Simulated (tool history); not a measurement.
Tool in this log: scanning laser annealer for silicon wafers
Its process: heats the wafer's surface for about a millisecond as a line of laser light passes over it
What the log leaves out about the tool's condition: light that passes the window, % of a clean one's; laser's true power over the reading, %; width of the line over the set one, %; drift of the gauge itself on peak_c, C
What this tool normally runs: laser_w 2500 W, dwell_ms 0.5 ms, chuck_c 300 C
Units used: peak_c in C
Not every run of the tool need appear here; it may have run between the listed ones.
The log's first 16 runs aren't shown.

run,hour,laser_w,dwell_ms,chuck_c,hours of work since the window was cleaned,hours of work since the power meter was calibrated,hours of work since the optics were aligned,peak_c
17,172.6,2665,0.594,300,135,135,89,1191
18,187.8,2665,0.594,300,143,143,97,1189
19,204.2,2665,0.594,300,151,151,106,1193
20,214,2665,0.594,300,156,156,111,1185
21,225.1,2500,0.5,328,162,162,116,1074
22,240,2719,0.611,328,170,170,124,1251
23,251.9,2719,0.611,328,176,176,130,1252
24,263.7,2689,0.611,281,182,182,136,1190
# hour 270.2: optics aligned, line set to its width
25,282.1,2160,0.579,278,189,189,6,959
26,290.2,2205,0.449,278,193,193,10,884
27,304,2205,0.445,299,200,200,17,902
28,313.4,2473,0.373,300,205,205,22,923
# hour 321.7: optics aligned, line set to its width, once more
29,334,2489,0.5,300,213,213,6,1044
30,340.8,2489,0.519,339,217,217,10,1104
31,353.6,2631,0.462,300,223,223,16,1059
32,360.5,2631,0.462,300,227,227,20,1062
33,371,2631,0.462,300,232,232,25,1065
34,378,2631,0.388,291,236,236,29,978
35,386.5,2500,0.5,291,240,240,34,1041
36,394.8,2322,0.395,306,245,245,38,906
37,401.7,2500,0.61,300,248,248,41,1137
38,409.6,2500,0.42,300,252,252,45,979
39,420.4,2500,0.48,300,258,258,51,1032
40,428.3,2741,0.419,298,262,262,55,1049
41,438.5,2741,0.419,298,267,267,60,1050

Here are 4 independent what-if runs from the current tool condition. What would each one return?
A,446.3,2741,0.419,262,271,271,64,?
B,446.3,2741,0.442,299,271,271,64,?
C,446.3,2741,0.419,335,271,271,64,?
D,446.3,2185,0.5,300,271,271,64,?

run,peak_c
A,1014
B,1074
C,1087
D,937
With the hidden condition removed and each run's random variation left untouched, the same runs would have given:
run,peak_c
A,1030
B,1090
C,1102
D,950
